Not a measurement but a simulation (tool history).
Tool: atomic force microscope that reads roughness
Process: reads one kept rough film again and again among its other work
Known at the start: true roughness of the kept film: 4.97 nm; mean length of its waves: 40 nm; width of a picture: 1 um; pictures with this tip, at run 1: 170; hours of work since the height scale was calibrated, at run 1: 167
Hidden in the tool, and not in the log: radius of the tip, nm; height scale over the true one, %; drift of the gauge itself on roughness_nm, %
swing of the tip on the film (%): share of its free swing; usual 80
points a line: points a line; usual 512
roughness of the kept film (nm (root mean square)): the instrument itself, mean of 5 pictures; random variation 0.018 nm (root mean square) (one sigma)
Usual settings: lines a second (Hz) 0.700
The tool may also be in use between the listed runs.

run   hour  lines a second (Hz)  swing of the tip on the film (%)  points a line  pictures with this tip  hours of work since the height scale was calibrated  roughness of the kept film (nm (root mean square))
  1    0.0                0.700                                80            512                     170                                                  167                                               3.925
  2    8.9                0.700                                80            512                     183                                                  172                                               3.854
  3   15.9                0.700                                80            512                     193                                                  176                                               3.886
  4   23.7                0.700                                80            512                     204                                                  180                                               3.816
  5   30.1                0.700                                80            512                     214                                                  183                                               3.818
  6   40.9                0.700                                57            512                     229                                                  189                                               3.882
  7   52.9                0.700                                57            512                     247                                                  195                                               3.839
      56.4  -- new tip fitted
  8   66.2                0.700                                57            512                      14                                                  202                                               4.482
  9   75.2                0.700                                80            512                      27                                                  207                                               4.319
 10   87.8                0.700                                58            512                      45                                                  213                                               4.365
 11   99.3                0.700                                58            512                      62                                                  219                                               4.309
 12  110.8                0.700                                66            512                      79                                                  225                                               4.268
 13  121.1                0.700                                66            512                      93                                                  231                                               4.199
 14  130.5                0.700                                66            512                     107                                                  236                                               4.171
 15  136.9                0.700                                66            512                     116                                                  239                                               4.108
 16  148.3                0.700                                66            512                     133                                                  245                                               4.097
 17  156.3                0.700                                80            674                     144                                                  249                                               3.987
 18  163.0                0.700                                80            674                     154                                                  253                                               3.935
 19  170.9                2.074                                80            512                     166                                                  257                                               3.623
 20  180.4                2.074                                80            512                     179                                                  262                                               3.600
 21  186.5                2.074                                79            512                     188                                                  265                                               3.573
 22  198.2                2.074                                65            512                     205                                                  271                                               3.783
 23  207.3                2.074                                65            512                     218                                                  276                                               3.756
 24  216.9                3.051                                80            512                     232                                                  281                                               3.300
 25  224.1                3.051                                80            512                     242                                                  285                                               3.286
 26  229.5                3.051                                80            512                     250                                                  288                                               3.289
     230.8  -- new tip fitted
 27  237.1                3.051                                80            512                       9                                                  291                                               3.875
 28  247.4                0.796                                78            346                      23                                                  297                                               4.294
 29  254.6                0.796                                78            346                      34                                                  301                                               4.277
 30  266.7                0.796                                78            346                      51                                                  307                                               4.220
 31  277.5                0.796                                78            346                      67                                                  313                                               4.184
 32  286.1                0.796                                78            481                      80                                                  317                                               4.177
 33  296.4                0.763                                83            481                      94                                                  323                                               4.057
 34  301.7                1.356                                75            355                     102                                                  325                                               3.995
 35  312.3                1.024                                86            388                     117                                                  331                                               3.866
     314.4  -- height scale calibrated on a step standard
 36  321.2                1.024                                86            388                     129                                                    4                                               3.854
 37  330.7                1.512                                89            610                     142                                                    9                                               3.653
 38  341.0                1.711                                76            396                     157                                                   14                                               3.769
 39  349.8                1.570                                76            379                     170                                                   19                                               3.772
     356.1  -- height scale calibrated on a step standard, once more
 40  358.6                1.570                                76            379                     181                                                    1                                               3.741
 41  369.3                3.490                                85            356                     197                                                    7                                               3.156
 42  378.6                3.490                                66            356                     210                                                   12                                               3.603
 43  386.5                3.490                                66            356                     222                                                   16                                               3.584
 44  396.4                0.637                                66            356                     236                                                   21                                               3.802
 45  402.8                0.700                                76            619                     245                                                   25                                               3.761
     407.1  -- new tip fitted
 46  414.3                0.700                                90            512                      10                                                   30                                               4.262
 47  423.2                2.568                                68            377                      23                                                   35                                               4.153
 48  433.6                0.700                                80            329                      38                                                   40                                               4.272
 49  441.9                0.700                                80            329                      50                                                   45                                               4.245
 50  447.5                0.700                                80            329                      58                                                   48                                               4.196
 51  458.5                0.686                                68            580                      74                                                   54                                               4.243
 52  466.6                0.796                                72            458                      86                                                   58                                               4.158
 53  476.0                1.247                                80            975                     100                                                   63                                               3.974

4 ways to go on from here, each from the tool as it stands after run 53. What would each give?
  A  483.6                2.252                                70            292                     111                                                   67                                                   ?
  B  483.6                0.700                                66            512                     111                                                   67                                                   ?
  C  483.6                0.700                                80            300                     111                                                   67                                                   ?
  D  483.6                1.247                                84            975                     111                                                   67                                                   ?

run  roughness of the kept film (nm (root mean square))
  A                                               3.905
  B                                               4.150
  C                                               4.030
  D                                               3.877
Without the tool's hidden state the same runs would have given:
run  roughness of the kept film (nm (root mean square))
  A                                               4.236
  B                                               4.503
  C                                               4.372
  D                                               4.207
